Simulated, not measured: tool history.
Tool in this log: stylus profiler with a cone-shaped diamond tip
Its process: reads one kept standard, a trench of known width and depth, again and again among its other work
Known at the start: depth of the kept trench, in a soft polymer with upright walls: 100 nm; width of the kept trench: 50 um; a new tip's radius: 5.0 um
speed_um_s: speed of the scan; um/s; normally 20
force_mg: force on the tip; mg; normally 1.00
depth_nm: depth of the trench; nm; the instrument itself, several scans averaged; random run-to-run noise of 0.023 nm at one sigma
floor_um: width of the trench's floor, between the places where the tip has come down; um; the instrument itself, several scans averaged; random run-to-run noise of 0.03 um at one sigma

run 1 hour=0.0 | speed_um_s=20 force_mg=1.00 | depth_nm=100.57 floor_um=47.86
run 2 hour=35.2 | speed_um_s=20 force_mg=1.00 | depth_nm=100.61 floor_um=47.83
run 3 hour=62.8 | speed_um_s=20 force_mg=1.00 | depth_nm=100.60 floor_um=47.83
run 4 hour=104.3 | speed_um_s=20 force_mg=1.26 | depth_nm=100.67 floor_um=47.80
run 5 hour=142.4 | speed_um_s=9 force_mg=1.00 | depth_nm=100.61 floor_um=47.89
run 6 hour=173.1 | speed_um_s=9 force_mg=1.00 | depth_nm=100.58 floor_um=47.79
run 7 hour=209.8 | speed_um_s=20 force_mg=1.00 | depth_nm=100.67 floor_um=47.75
run 8 hour=244.1 | speed_um_s=16 force_mg=1.00 | depth_nm=100.59 floor_um=47.82
run 9 hour=276.9 | speed_um_s=20 force_mg=0.35 | depth_nm=100.35 floor_um=47.64
run 10 hour=308.9 | speed_um_s=20 force_mg=0.57 | depth_nm=100.43 floor_um=47.63
run 11 hour=327.1 | speed_um_s=20 force_mg=0.99 | depth_nm=100.60 floor_um=47.69
run 12 hour=363.2 | speed_um_s=20 force_mg=0.99 | depth_nm=100.62 floor_um=47.70
run 13 hour=396.1 | speed_um_s=20 force_mg=0.99 | depth_nm=100.64 floor_um=47.67
run 14 hour=428.9 | speed_um_s=65 force_mg=0.99 | depth_nm=100.64 floor_um=47.34
run 15 hour=446.9 | speed_um_s=10 force_mg=1.00 | depth_nm=100.64 floor_um=47.69
run 16 hour=484.4 | speed_um_s=20 force_mg=1.00 | depth_nm=100.64 floor_um=47.65
run 17 hour=519.9 | speed_um_s=20 force_mg=0.34 | depth_nm=100.39 floor_um=47.51
run 18 hour=547.7 | speed_um_s=20 force_mg=0.34 | depth_nm=100.34 floor_um=47.49
run 19 hour=588.4 | speed_um_s=20 force_mg=0.34 | depth_nm=100.36 floor_um=47.44
run 20 hour=612.4 | speed_um_s=24 force_mg=0.56 | depth_nm=100.48 floor_um=47.48
run 21 hour=652.0 | speed_um_s=54 force_mg=0.87 | depth_nm=100.61 floor_um=47.34
run 22 hour=676.8 | speed_um_s=28 force_mg=1.00 | depth_nm=100.64 floor_um=47.49
run 23 hour=705.2 | speed_um_s=8 force_mg=1.34 | depth_nm=100.82 floor_um=47.57
run 24 hour=736.9 | speed_um_s=8 force_mg=1.34 | depth_nm=100.76 floor_um=47.59
run 25 hour=769.6 | speed_um_s=26 force_mg=1.84 | depth_nm=100.99 floor_um=47.52
run 26 hour=808.2 | speed_um_s=26 force_mg=1.84 | depth_nm=101.03 floor_um=47.53
run 27 hour=827.1 | speed_um_s=26 force_mg=1.84 | depth_nm=101.02 floor_um=47.49
run 28 hour=845.9 | speed_um_s=34 force_mg=1.15 | depth_nm=100.78 floor_um=47.39
run 29 hour=880.4 | speed_um_s=12 force_mg=0.62 | depth_nm=100.57 floor_um=47.45
run 30 hour=900.2 | speed_um_s=44 force_mg=2.28 | depth_nm=101.15 floor_um=47.39
run 31 hour=919.3 | speed_um_s=45 force_mg=1.00 | depth_nm=100.69 floor_um=47.26
run 32 hour=944.4 | speed_um_s=7 force_mg=0.75 | depth_nm=100.63 floor_um=47.51
run 33 hour=968.7 | speed_um_s=7 force_mg=0.75 | depth_nm=100.61 floor_um=47.45
run 34 hour=999.4 | speed_um_s=14 force_mg=0.55 | depth_nm=100.57 floor_um=47.41

Here are 5 independent what-if runs from the current tool condition. What would each one return?
run A hour=1021.5 | speed_um_s=20 force_mg=1.13 | depth_nm=? floor_um=?
run B hour=1021.5 | speed_um_s=10 force_mg=0.70 | depth_nm=? floor_um=?
run C hour=1021.5 | speed_um_s=40 force_mg=0.69 | depth_nm=? floor_um=?
run D hour=1021.5 | speed_um_s=18 force_mg=1.00 | depth_nm=? floor_um=?
run E hour=1021.5 | speed_um_s=20 force_mg=2.24 | depth_nm=? floor_um=?

run=A depth_nm=100.80 floor_um=47.40
run=B depth_nm=100.64 floor_um=47.47
run=C depth_nm=100.57 floor_um=47.26
run=D depth_nm=100.69 floor_um=47.41
run=E depth_nm=101.16 floor_um=47.47
Had the tool no hidden state, the same runs would have come out as:
run=A depth_nm=100.67 floor_um=47.90
run=B depth_nm=100.50 floor_um=47.97
run=C depth_nm=100.44 floor_um=47.76
run=D depth_nm=100.56 floor_um=47.91
run=E depth_nm=101.02 floor_um=47.97

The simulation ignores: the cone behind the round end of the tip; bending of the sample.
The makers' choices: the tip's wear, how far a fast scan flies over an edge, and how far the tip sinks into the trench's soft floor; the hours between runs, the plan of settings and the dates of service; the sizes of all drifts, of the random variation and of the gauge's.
